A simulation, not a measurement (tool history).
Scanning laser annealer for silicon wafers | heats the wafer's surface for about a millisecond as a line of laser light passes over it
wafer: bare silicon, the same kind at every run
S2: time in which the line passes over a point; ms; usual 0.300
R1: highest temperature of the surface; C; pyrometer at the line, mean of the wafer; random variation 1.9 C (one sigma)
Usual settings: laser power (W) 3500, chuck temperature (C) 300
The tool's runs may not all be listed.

{"run": 1, "hour": 0.0, "laser power (W)": 3500, "S2": 0.3, "chuck temperature (C)": 300, "R1": 1059}
{"run": 2, "hour": 23.7, "laser power (W)": 3500, "S2": 0.3, "chuck temperature (C)": 300, "R1": 1061}
{"run": 3, "hour": 48.7, "laser power (W)": 3456, "S2": 0.3, "chuck temperature (C)": 300, "R1": 1052}
{"run": 4, "hour": 76.1, "laser power (W)": 3456, "S2": 0.3, "chuck temperature (C)": 300, "R1": 1045}
{"run": 5, "hour": 105.4, "laser power (W)": 3500, "S2": 0.3, "chuck temperature (C)": 300, "R1": 1060}
{"run": 6, "hour": 130.5, "laser power (W)": 3500, "S2": 0.3, "chuck temperature (C)": 300, "R1": 1058}
{"run": 7, "hour": 152.9, "laser power (W)": 3500, "S2": 0.3, "chuck temperature (C)": 300, "R1": 1055}
{"run": 8, "hour": 178.9, "laser power (W)": 3500, "S2": 0.3, "chuck temperature (C)": 300, "R1": 1055}
{"run": 9, "hour": 208.5, "laser power (W)": 3500, "S2": 0.3, "chuck temperature (C)": 300, "R1": 1054}
{"run": 10, "hour": 222.9, "laser power (W)": 3500, "S2": 0.31, "chuck temperature (C)": 300, "R1": 1067}
{"run": 11, "hour": 248.7, "laser power (W)": 3500, "S2": 0.31, "chuck temperature (C)": 300, "R1": 1068}
{"run": 12, "hour": 272.1, "laser power (W)": 3272, "S2": 0.3, "chuck temperature (C)": 300, "R1": 999}
{"run": 13, "hour": 299.6, "laser power (W)": 3272, "S2": 0.3, "chuck temperature (C)": 300, "R1": 998}
{"run": 14, "hour": 323.2, "laser power (W)": 3500, "S2": 0.3, "chuck temperature (C)": 262, "R1": 1010}
{"run": 15, "hour": 336.6, "laser power (W)": 3500, "S2": 0.3, "chuck temperature (C)": 300, "R1": 1053}
{"run": 16, "hour": 353.6, "laser power (W)": 3500, "S2": 0.3, "chuck temperature (C)": 300, "R1": 1050}
{"run": 17, "hour": 368.6, "laser power (W)": 3500, "S2": 0.3, "chuck temperature (C)": 300, "R1": 1055}
{"run": 18, "hour": 398.7, "laser power (W)": 3500, "S2": 0.242, "chuck temperature (C)": 300, "R1": 972}
{"run": 19, "hour": 428.5, "laser power (W)": 3500, "S2": 0.242, "chuck temperature (C)": 300, "R1": 971}
{"run": 20, "hour": 458.7, "laser power (W)": 3500, "S2": 0.242, "chuck temperature (C)": 300, "R1": 969}
{"run": 21, "hour": 490.0, "laser power (W)": 3500, "S2": 0.3, "chuck temperature (C)": 300, "R1": 1050}
{"run": 22, "hour": 519.3, "laser power (W)": 3186, "S2": 0.271, "chuck temperature (C)": 268, "R1": 906}
{"run": 23, "hour": 546.1, "laser power (W)": 3500, "S2": 0.278, "chuck temperature (C)": 315, "R1": 1035}
{"run": 24, "hour": 568.6, "laser power (W)": 3500, "S2": 0.32, "chuck temperature (C)": 302, "R1": 1073}
{"run": 25, "hour": 593.1, "laser power (W)": 3788, "S2": 0.32, "chuck temperature (C)": 302, "R1": 1139}
{"run": 26, "hour": 608.4, "laser power (W)": 3500, "S2": 0.379, "chuck temperature (C)": 287, "R1": 1128}
{"run": 27, "hour": 639.4, "laser power (W)": 3500, "S2": 0.379, "chuck temperature (C)": 287, "R1": 1124}
{"run": 28, "hour": 658.2, "laser power (W)": 3226, "S2": 0.214, "chuck temperature (C)": 300, "R1": 872}
{"run": 29, "hour": 687.4, "laser power (W)": 3228, "S2": 0.3, "chuck temperature (C)": 300, "R1": 978}
{"run": 30, "hour": 715.5, "laser power (W)": 3228, "S2": 0.3, "chuck temperature (C)": 300, "R1": 982}
{"run": 31, "hour": 744.9, "laser power (W)": 3511, "S2": 0.3, "chuck temperature (C)": 340, "R1": 1088}
{"run": 32, "hour": 769.2, "laser power (W)": 3511, "S2": 0.3, "chuck temperature (C)": 340, "R1": 1083}
{"run": 33, "hour": 800.3, "laser power (W)": 3511, "S2": 0.3, "chuck temperature (C)": 340, "R1": 1120}
{"run": 34, "hour": 818.6, "laser power (W)": 3511, "S2": 0.3, "chuck temperature (C)": 340, "R1": 1119}
{"run": 35, "hour": 838.7, "laser power (W)": 3318, "S2": 0.216, "chuck temperature (C)": 312, "R1": 930}
{"run": 36, "hour": 855.7, "laser power (W)": 3318, "S2": 0.216, "chuck temperature (C)": 312, "R1": 932}
{"run": 37, "hour": 876.3, "laser power (W)": 3318, "S2": 0.216, "chuck temperature (C)": 312, "R1": 933}
{"run": 38, "hour": 907.8, "laser power (W)": 3500, "S2": 0.322, "chuck temperature (C)": 302, "R1": 1101}
{"run": 39, "hour": 922.3, "laser power (W)": 3500, "S2": 0.322, "chuck temperature (C)": 302, "R1": 1103}
{"run": 40, "hour": 949.2, "laser power (W)": 3500, "S2": 0.322, "chuck temperature (C)": 302, "R1": 1103}
{"run": 41, "hour": 965.1, "laser power (W)": 3655, "S2": 0.274, "chuck temperature (C)": 302, "R1": 1074}

Not shown: 1 entry that the log had between the listed runs. Between which runs, and how does the tool's hidden state differ before and after?
Between runs 32 and 33: window over the wafer cleaned (hour 791.2)
  light that passes the window, % of a clean one's: 95.48 -> 99.76; width of the line over the set one, %: 1.99 -> 2.03
  measured less the result without the state, R1: -48 -> -12 C
